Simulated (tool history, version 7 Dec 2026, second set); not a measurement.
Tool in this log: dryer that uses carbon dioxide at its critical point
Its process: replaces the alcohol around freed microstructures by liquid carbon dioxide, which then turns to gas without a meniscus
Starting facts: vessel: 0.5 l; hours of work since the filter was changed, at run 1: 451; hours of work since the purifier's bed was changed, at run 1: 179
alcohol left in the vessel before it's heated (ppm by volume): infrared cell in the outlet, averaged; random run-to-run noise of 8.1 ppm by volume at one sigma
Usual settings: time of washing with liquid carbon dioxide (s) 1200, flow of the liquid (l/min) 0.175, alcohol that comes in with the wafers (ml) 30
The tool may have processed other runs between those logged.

run  hour  time of washing with liquid carbon dioxide (s)  flow of the liquid (l/min)  alcohol that comes in with the wafers (ml)  hours of work since the filter was changed  hours of work since the purifier's bed was changed  alcohol left in the vessel before it's heated (ppm by volume)
  1     0                                            1200                       0.175                                          30                                         451                                                 179                                                            627
     17.9  -- inlet filter changed
  2  23.5                                            1200                       0.175                                          30                                           2                                                 188                                                            445
  3  41.2                                            1200                       0.175                                          30                                           9                                                 195                                                            467
  4  58.1                                             780                       0.175                                          30                                          16                                                 201                                                           2433
  5  80.2                                             780                       0.175                                          30                                          24                                                 210                                                           2462
  6  96.5                                            1200                       0.153                                          30                                          31                                                 216                                                            830

Forecast run 7:
  7  113.9                                            1200                        0.13                                          30                                          38                                                 223                                                              ?

alcohol left in the vessel before it's heated (ppm by volume): 1551
With the hidden condition absent and the run-to-run variation left alone, this run would have shown alcohol left in the vessel before it's heated (ppm by volume) 1475.
